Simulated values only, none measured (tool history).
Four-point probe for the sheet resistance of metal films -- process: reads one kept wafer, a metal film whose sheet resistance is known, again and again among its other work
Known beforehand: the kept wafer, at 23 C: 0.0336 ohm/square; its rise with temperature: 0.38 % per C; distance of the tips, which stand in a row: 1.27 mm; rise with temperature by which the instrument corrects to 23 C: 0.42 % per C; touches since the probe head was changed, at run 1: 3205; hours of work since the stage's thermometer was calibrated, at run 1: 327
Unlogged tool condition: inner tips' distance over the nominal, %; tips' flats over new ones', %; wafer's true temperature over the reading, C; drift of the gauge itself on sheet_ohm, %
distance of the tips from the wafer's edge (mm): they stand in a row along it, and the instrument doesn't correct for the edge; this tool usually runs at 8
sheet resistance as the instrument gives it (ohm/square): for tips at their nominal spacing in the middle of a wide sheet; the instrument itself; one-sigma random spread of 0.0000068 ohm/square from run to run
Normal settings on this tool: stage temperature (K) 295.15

run	hour	stage temperature (K)	distance of the tips from the wafer's edge (mm)	touches since the probe head was changed	hours of work since the stage's thermometer was calibrated	sheet resistance as the instrument gives it (ohm/square)
1	0	295.15	8	3205	327	0.034001
2	18.2	295.15	8	4316	342	0.034002
3	41.9	295.15	8	5770	361	0.034017
4	77.1	295.15	48	7922	388	0.033568
5	109.5	291.15	48	9903	414	0.033623
6	132.1	295.15	13	11283	432	0.03373
7	162.1	295.15	13	13121	456	0.033749
8	191.6	295.15	13	14922	479	0.033731
9	211.1	295.15	8	16117	495	0.034016
10	246.5	295.15	8	18286	523	0.034033
11	269.6	295.15	8	19699	541	0.034033
12	291.7	295.15	8	21050	559	0.034026
13	308.8	295.15	8	22096	572	0.034031
14	336.6	296.15	8	23796	594	0.034022
15	362.3	296.15	8	25366	615	0.034026
16	392	296.15	8	27186	638	0.034021
17	418.3	292.15	5	28793	659	0.034755
18	453	292.15	5	30914	687	0.034777
19	486.4	294.15	8	32959	713	0.034062
20	517.1	294.15	8	34834	737	0.034069
21	551.8	294.15	8	36958	765	0.034063
22	584.6	294.15	8	38966	791	0.034064
23	605.1	294.15	8	40219	807	0.03406
24	632.2	294.15	8	41876	829	0.03407
25	659.1	303.15	3	43520	850	0.036446
26	680	307.15	3	44803	867	0.036412
27	706.6	299.15	10	46430	888	0.033871

Forecast each of these 3 alternatives for the next run:
A	724	293.15	5	47492	902	?
B	724	307.15	27	47492	902	?
C	724	300.15	8	47492	902	?

run	sheet resistance as the instrument gives it (ohm/square)
A	0.034769
B	0.03352
C	0.034019
What these runs would have given with no unlogged condition in the tool:
run	sheet resistance as the instrument gives it (ohm/square)
A	0.034759
B	0.033512
C	0.03401
